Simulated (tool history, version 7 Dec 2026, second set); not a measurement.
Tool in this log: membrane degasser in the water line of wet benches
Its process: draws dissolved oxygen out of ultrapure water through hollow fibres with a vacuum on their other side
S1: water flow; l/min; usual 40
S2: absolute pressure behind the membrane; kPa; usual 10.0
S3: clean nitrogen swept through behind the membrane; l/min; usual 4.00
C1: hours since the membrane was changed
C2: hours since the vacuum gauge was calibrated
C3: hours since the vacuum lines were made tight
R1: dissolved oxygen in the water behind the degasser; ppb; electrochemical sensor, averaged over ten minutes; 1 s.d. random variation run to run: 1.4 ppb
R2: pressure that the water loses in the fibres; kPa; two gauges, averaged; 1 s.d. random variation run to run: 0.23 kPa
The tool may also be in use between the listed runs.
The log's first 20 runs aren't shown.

run    hour  S1    S2    S3    C1    C2    C3     R1     R2
 21  3615.4  50   8.3  4.14  5067  4229  4229  153.4  72.67
 22  3761.2  50   8.3  4.14  5213  4375  4375  153.8  72.64
 23  3981.3  50   8.3  4.14  5433  4595  4595  156.0  72.49
 24  4177.6  45   7.7  9.21  5629  4791  4791   60.8  64.76
 25  4327.4  35  20.6  2.73  5779  4941  4941  492.0  50.23
 26  4552.7  35  20.6  2.73  6004  5167  5167  490.7  49.99
 27  4768.5  35   9.0  2.73  6220  5382  5382  172.9  50.25
 28  4995.0  61  18.1  2.73  6446  5609  5609  706.5  86.99
 29  5171.3  61  18.1  2.73  6623  5785  5785  705.5  87.23
 30  5397.8  37  10.4  4.00  6849  6012  6012  159.2  52.51
 31  5637.8  37  10.4  4.00  7089  6252  6252  157.4  52.47

5 ways to go on from here, each from the tool as it stands after run 31. What would each give?
  A  5840.3  24  23.6  5.81  7292  6454  6454   ?   ?
  B  5840.3  41  12.0  4.26  7292  6454  6454   ?   ?
  C  5840.3  37  13.8  4.00  7292  6454  6454   ?   ?
  D  5840.3  27  10.4  6.57  7292  6454  6454   ?   ?
  E  5840.3  40  10.0  6.71  7292  6454  6454   ?   ?

run     R1     R2
  A  200.5  33.97
  B  202.0  57.76
  C  230.0  52.09
  D   72.3  37.93
  E  101.0  56.14
The same runs, with their run-to-run variation unchanged, on a tool lacking any hidden condition would have given:
run     R1     R2
  A  200.4  35.33
  B  201.9  60.10
  C  229.9  54.19
  D   72.3  39.46
  E  100.9  58.41
